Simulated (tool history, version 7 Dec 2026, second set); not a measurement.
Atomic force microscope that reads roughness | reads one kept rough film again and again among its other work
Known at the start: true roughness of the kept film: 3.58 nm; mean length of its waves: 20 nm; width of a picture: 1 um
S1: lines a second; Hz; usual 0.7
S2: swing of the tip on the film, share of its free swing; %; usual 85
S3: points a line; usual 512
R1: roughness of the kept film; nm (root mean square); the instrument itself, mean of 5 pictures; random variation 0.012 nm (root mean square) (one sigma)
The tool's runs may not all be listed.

{"run": 1, "day": 0.0, "S1": 0.7, "S2": 85, "S3": 512, "R1": 2.194}
{"run": 2, "day": 0.671, "S1": 0.7, "S2": 85, "S3": 512, "R1": 2.145}
{"run": 3, "day": 1.062, "S1": 0.7, "S2": 85, "S3": 512, "R1": 2.108}
{"run": 4, "day": 1.875, "S1": 0.7, "S2": 85, "S3": 512, "R1": 2.038}
{"run": 5, "day": 2.383, "S1": 0.7, "S2": 85, "S3": 512, "R1": 2.007}
{"run": 6, "day": 3.121, "S1": 0.7, "S2": 85, "S3": 512, "R1": 1.964}
{"day": 3.488, "done": "new tip fitted"}
{"run": 7, "day": 3.912, "S1": 0.7, "S2": 85, "S3": 512, "R1": 2.83}
{"run": 8, "day": 4.688, "S1": 0.7, "S2": 85, "S3": 512, "R1": 2.703}
{"run": 9, "day": 5.196, "S1": 0.7, "S2": 85, "S3": 597, "R1": 2.659}
{"run": 10, "day": 6.008, "S1": 0.7, "S2": 66, "S3": 597, "R1": 2.643}
{"run": 11, "day": 6.454, "S1": 1.426, "S2": 85, "S3": 512, "R1": 2.384}
{"run": 12, "day": 7.158, "S1": 1.426, "S2": 85, "S3": 512, "R1": 2.332}
{"run": 13, "day": 7.65, "S1": 0.538, "S2": 85, "S3": 512, "R1": 2.425}
{"run": 14, "day": 8.292, "S1": 0.95, "S2": 85, "S3": 512, "R1": 2.295}
{"run": 15, "day": 8.929, "S1": 1.611, "S2": 85, "S3": 512, "R1": 2.14}
{"run": 16, "day": 9.362, "S1": 1.611, "S2": 85, "S3": 474, "R1": 2.114}
{"run": 17, "day": 10.021, "S1": 1.611, "S2": 85, "S3": 862, "R1": 2.078}
{"run": 18, "day": 10.729, "S1": 1.611, "S2": 85, "S3": 526, "R1": 2.007}
{"run": 19, "day": 11.488, "S1": 1.611, "S2": 85, "S3": 526, "R1": 1.956}
{"run": 20, "day": 12.304, "S1": 1.611, "S2": 85, "S3": 526, "R1": 1.895}
{"run": 21, "day": 12.933, "S1": 1.611, "S2": 85, "S3": 526, "R1": 1.865}
{"run": 22, "day": 13.296, "S1": 0.7, "S2": 74, "S3": 512, "R1": 1.988}
{"day": 13.546, "done": "new tip fitted"}
{"run": 23, "day": 14.008, "S1": 0.7, "S2": 74, "S3": 512, "R1": 2.85}
{"run": 24, "day": 14.504, "S1": 0.7, "S2": 74, "S3": 512, "R1": 2.79}
{"run": 25, "day": 15.217, "S1": 0.7, "S2": 74, "S3": 512, "R1": 2.676}
{"run": 26, "day": 15.933, "S1": 0.7, "S2": 74, "S3": 512, "R1": 2.627}
{"run": 27, "day": 16.7, "S1": 0.7, "S2": 74, "S3": 512, "R1": 2.515}
{"run": 28, "day": 17.129, "S1": 0.7, "S2": 74, "S3": 512, "R1": 2.49}
{"run": 29, "day": 17.846, "S1": 2.624, "S2": 74, "S3": 512, "R1": 2.237}
{"run": 30, "day": 18.271, "S1": 2.624, "S2": 74, "S3": 512, "R1": 2.211}
{"day": 18.383, "done": "height scale calibrated on a step standard"}
{"run": 31, "day": 18.854, "S1": 0.594, "S2": 63, "S3": 299, "R1": 2.316}
{"run": 32, "day": 19.329, "S1": 0.594, "S2": 63, "S3": 299, "R1": 2.268}
{"run": 33, "day": 19.775, "S1": 0.594, "S2": 63, "S3": 299, "R1": 2.233}
{"run": 34, "day": 20.646, "S1": 0.594, "S2": 63, "S3": 299, "R1": 2.156}
{"run": 35, "day": 21.158, "S1": 0.594, "S2": 63, "S3": 299, "R1": 2.121}
{"run": 36, "day": 21.788, "S1": 0.956, "S2": 87, "S3": 415, "R1": 1.998}
{"day": 22.321, "done": "height scale calibrated on a step standard, once more"}
{"run": 37, "day": 22.608, "S1": 0.7, "S2": 89, "S3": 385, "R1": 1.963}
{"run": 38, "day": 23.483, "S1": 0.7, "S2": 78, "S3": 512, "R1": 1.948}
{"day": 23.704, "done": "new tip fitted"}
{"run": 39, "day": 24.317, "S1": 0.7, "S2": 78, "S3": 512, "R1": 2.815}
{"run": 40, "day": 24.808, "S1": 0.598, "S2": 71, "S3": 427, "R1": 2.755}
{"run": 41, "day": 25.5, "S1": 0.598, "S2": 71, "S3": 427, "R1": 2.697}
{"run": 42, "day": 26.3, "S1": 0.598, "S2": 71, "S3": 427, "R1": 2.581}
{"run": 43, "day": 26.708, "S1": 0.598, "S2": 71, "S3": 427, "R1": 2.56}
{"run": 44, "day": 27.504, "S1": 0.598, "S2": 71, "S3": 427, "R1": 2.468}
{"run": 45, "day": 28.254, "S1": 0.598, "S2": 71, "S3": 427, "R1": 2.386}
{"run": 46, "day": 28.979, "S1": 0.598, "S2": 71, "S3": 582, "R1": 2.339}
{"run": 47, "day": 29.842, "S1": 1.885, "S2": 77, "S3": 607, "R1": 2.142}
{"run": 48, "day": 30.421, "S1": 1.885, "S2": 77, "S3": 607, "R1": 2.099}
{"run": 49, "day": 31.296, "S1": 1.291, "S2": 71, "S3": 535, "R1": 2.104}
{"run": 50, "day": 31.646, "S1": 1.291, "S2": 71, "S3": 535, "R1": 2.082}
{"run": 51, "day": 32.454, "S1": 1.291, "S2": 71, "S3": 535, "R1": 2.039}
{"run": 52, "day": 32.933, "S1": 1.001, "S2": 72, "S3": 730, "R1": 2.022}

The same runs without the tool's hidden state, with the same run-to-run variation:
The hidden state here: radius of the tip, nm; height scale over the true one, %; drift of the gauge itself on roughness_nm, %.
run=1 R1=2.89
run=2 R1=2.89
run=3 R1=2.881
run=4 R1=2.873
run=5 R1=2.873
run=6 R1=2.873
run=7 R1=2.893
run=8 R1=2.869
run=9 R1=2.893
run=10 R1=2.978
run=11 R1=2.739
run=12 R1=2.754
run=13 R1=2.925
run=14 R1=2.837
run=15 R1=2.715
run=16 R1=2.721
run=17 R1=2.746
run=18 R1=2.714
run=19 R1=2.736
run=20 R1=2.722
run=21 R1=2.729
run=22 R1=2.945
run=23 R1=2.942
run=24 R1=2.937
run=25 R1=2.913
run=26 R1=2.956
run=27 R1=2.925
run=28 R1=2.944
run=29 R1=2.726
run=30 R1=2.736
run=31 R1=2.924
run=32 R1=2.923
run=33 R1=2.926
run=34 R1=2.922
run=35 R1=2.921
run=36 R1=2.809
run=37 R1=2.849
run=38 R1=2.91
run=39 R1=2.91
run=40 R1=2.925
run=41 R1=2.947
run=42 R1=2.934
run=43 R1=2.965
run=44 R1=2.948
run=45 R1=2.938
run=46 R1=2.961
run=47 R1=2.801
run=48 R1=2.802
run=49 R1=2.896
run=50 R1=2.895
run=51 R1=2.917
run=52 R1=2.94
